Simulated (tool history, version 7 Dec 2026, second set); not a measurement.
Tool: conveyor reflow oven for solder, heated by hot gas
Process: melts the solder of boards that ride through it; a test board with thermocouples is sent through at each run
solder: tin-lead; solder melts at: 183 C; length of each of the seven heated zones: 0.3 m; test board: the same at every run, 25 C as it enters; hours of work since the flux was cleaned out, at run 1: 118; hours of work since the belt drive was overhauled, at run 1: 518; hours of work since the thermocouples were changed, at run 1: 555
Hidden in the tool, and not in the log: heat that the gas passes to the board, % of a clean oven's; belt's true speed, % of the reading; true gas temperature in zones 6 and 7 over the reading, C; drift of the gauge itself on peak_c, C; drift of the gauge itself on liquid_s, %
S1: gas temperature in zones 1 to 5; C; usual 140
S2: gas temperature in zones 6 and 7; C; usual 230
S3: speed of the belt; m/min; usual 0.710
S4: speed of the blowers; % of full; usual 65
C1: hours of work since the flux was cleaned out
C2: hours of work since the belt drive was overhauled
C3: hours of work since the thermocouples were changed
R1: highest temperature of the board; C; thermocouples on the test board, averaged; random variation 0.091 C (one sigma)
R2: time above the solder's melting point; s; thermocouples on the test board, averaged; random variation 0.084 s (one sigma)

Run 1, day 0.000: usual settings; C1 118; C2 518; C3 555. Result: R1 212.01 C, R2 35.16 s.
Run 2, day 1.008: usual settings but S1 151 C; C1 131; C2 531; C3 569. Result: R1 214.51 C, R2 39.89 s.
Run 3, day 2.629: usual settings but S1 151 C; C1 153; C2 553; C3 591. Result: R1 214.13 C, R2 39.79 s.
At day 3.158: flux residue cleaned out of gas plates and filters.
Run 4, day 4.117: usual settings but S1 151 C; C1 13; C2 570; C3 608. Result: R1 215.32 C, R2 40.70 s.
Run 5, day 5.000: usual settings but S1 151 C; C1 25; C2 582; C3 619. Result: R1 215.25 C, R2 40.69 s.
Run 6, day 7.075: usual settings but S2 232 C; C1 52; C2 610; C3 647. Result: R1 214.50 C, R2 36.94 s.
Run 7, day 8.308: usual settings; C1 69; C2 626; C3 664. Result: R1 212.93 C, R2 35.85 s.
At day 8.662: thermocouples of zones 6 and 7 changed.
Run 8, day 10.354: usual settings but S4 61 % of full; C1 95; C2 652; C3 23. Result: R1 209.49 C, R2 33.73 s.
Run 9, day 11.867: usual settings but S4 61 % of full; C1 115; C2 673; C3 43. Result: R1 209.43 C, R2 33.63 s.
Run 10, day 13.817: usual settings; C1 141; C2 699; C3 69. Result: R1 210.68 C, R2 34.66 s.
At day 14.896: belt drive overhauled, speed set with a stopwatch.
At day 15.412: flux residue cleaned out of gas plates and filters.
Run 11, day 15.996: usual settings; C1 8; C2 12; C3 93. Result: R1 211.18 C, R2 34.56 s.
Run 12, day 17.617: usual settings; C1 29; C2 34; C3 115. Result: R1 211.34 C, R2 34.29 s.
Run 13, day 19.150: usual settings but S4 54 % of full; C1 50; C2 54; C3 135. Result: R1 206.60 C, R2 30.54 s.
Run 14, day 20.046: usual settings but S4 54 % of full; C1 62; C2 66; C3 147. Result: R1 206.60 C, R2 30.54 s.
Run 15, day 21.450: usual settings; C1 81; C2 85; C3 166. Result: R1 211.06 C, R2 34.36 s.
Run 16, day 23.333: usual settings but S4 51 % of full; C1 106; C2 110; C3 191. Result: R1 204.98 C, R2 28.76 s.
Run 17, day 24.512: usual settings but S1 132 C, S2 242 C, S3 0.761 m/min, S4 54 % of full; C1 122; C2 126; C3 207. Result: R1 210.31 C, R2 28.81 s.
Run 18, day 25.496: usual settings but S1 146 C, S2 243 C, S3 0.617 m/min; C1 135; C2 139; C3 220. Result: R1 227.39 C, R2 50.93 s.
Run 19, day 26.954: usual settings but S2 239 C, S3 0.580 m/min, S4 86 % of full; C1 154; C2 159; C3 240. Result: R1 229.97 C, R2 54.32 s.
At day 27.350: flux residue cleaned out of gas plates and filters.
Run 20, day 29.004: usual settings but S2 239 C, S3 0.580 m/min, S4 86 % of full; C1 22; C2 183; C3 264. Result: R1 231.00 C, R2 54.71 s.
Run 21, day 30.642: usual settings; C1 44; C2 205; C3 286. Result: R1 211.75 C, R2 35.01 s.
Run 22, day 31.983: usual settings; C1 62; C2 223; C3 304. Result: R1 211.71 C, R2 34.81 s.
Run 23, day 34.000: usual settings; C1 89; C2 250; C3 331. Result: R1 211.65 C, R2 34.64 s.
Run 24, day 35.996: usual settings; C1 116; C2 277; C3 358. Result: R1 211.41 C, R2 34.65 s.
Run 25, day 37.462: usual settings; C1 135; C2 296; C3 377. Result: R1 211.31 C, R2 34.59 s.
Run 26, day 38.404: usual settings but S2 237 C, S4 80 % of full; C1 148; C2 309; C3 390. Result: R1 221.77 C, R2 40.62 s.
At day 39.308: flux residue cleaned out of gas plates and filters.
Run 27, day 40.304: usual settings but S2 244 C, S3 0.585 m/min, S4 72 % of full; C1 13; C2 332; C3 413. Result: R1 232.65 C, R2 55.03 s.
Run 28, day 41.912: usual settings but S1 147 C, S2 244 C, S3 0.753 m/min, S4 60 % of full; C1 35; C2 353; C3 434. Result: R1 221.06 C, R2 39.03 s.
Run 29, day 42.958: usual settings but S1 142 C, S2 222 C, S3 0.713 m/min; C1 49; C2 367; C3 448. Result: R1 205.90 C, R2 31.56 s.
Run 30, day 44.496: usual settings but S1 137 C, S3 0.763 m/min, S4 54 % of full; C1 69; C2 388; C3 469. Result: R1 203.86 C, R2 25.51 s.

4 ways to go on from here, each from the tool as it stands after run 30. What would each give?
Run A, day 45.879: usual settings but S2 243 C, S4 82 % of full; C1 88; C2 406; C3 487. Result: R1 ?, R2 ?.
Run B, day 45.879: usual settings but S1 137 C, S3 0.762 m/min, S4 54 % of full; C1 88; C2 406; C3 487. Result: R1 ?, R2 ?.
Run C, day 45.879: usual settings but S1 130 C, S3 0.643 m/min, S4 57 % of full; C1 88; C2 406; C3 487. Result: R1 ?, R2 ?.
Run D, day 45.879: usual settings but S2 224 C, S3 0.829 m/min; C1 88; C2 406; C3 487. Result: R1 ?, R2 ?.

run      R1     R2
  A  228.43  43.53
  B  203.80  25.50
  C  210.35  35.12
  D  201.77  22.55
Without the tool's hidden state the same runs would have given:
run      R1     R2
  A  227.64  42.96
  B  203.01  24.80
  C  209.40  34.30
  D  201.10  22.02
